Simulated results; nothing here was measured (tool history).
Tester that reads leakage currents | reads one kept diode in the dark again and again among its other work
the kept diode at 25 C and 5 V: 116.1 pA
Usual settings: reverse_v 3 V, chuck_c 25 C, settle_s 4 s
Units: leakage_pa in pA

run	hour	reverse_v	chuck_c	settle_s	leakage_pa
1	0	3	25	4	85.82
2	71.5	3	49	4	623.81
3	152.3	3	20	4	54.5
4	208.6	3	20	4.09	54.75
5	301.9	3	20	4.09	54.6
6	344.1	3	25	4	86.24
7	391.4	3	25	4	86.04
8	443.7	3	45	4	458.84
9	495	2.14	45	4	377.03
10	576.8	2.14	45	4	376.22
11	667	3	25	4	86.29
12	723.2	3	25	4	85.96
# hour 771.4: chuck's temperature calibrated
13	773.4	4.86	25	4	114.28
14	836.1	19.21	39	4	850.5
15	879.8	6.73	44	0.3	684.16
16	948.9	3.39	27	4.77	110.72
17	1026.7	3	49	9.37	623.63
18	1120.9	3	25	4.47	85.92
19	1193.3	3	25	4.47	86.03
20	1264.7	3.54	25	4.47	94.86
21	1358.7	3.54	60	6.42	1556.43
22	1400	3.54	60	6.42	1558.79
23	1492.3	4.57	36	6.42	284.53

Forecast each of these 5 alternatives for the next run:
A	1567.9	6.64	25	5.22	?
B	1567.9	6.86	36	0.46	?
C	1567.9	2.28	23	2.01	?
D	1567.9	3	29	0.47	?
E	1567.9	3	39	7.39	?

run	leakage_pa
A	137.32
B	361.62
C	61.18
D	123.66
E	283.97
Without the tool's hidden state the same runs would have given:
run	leakage_pa
A	137.27
B	361.53
C	61.16
D	123.63
E	283.91
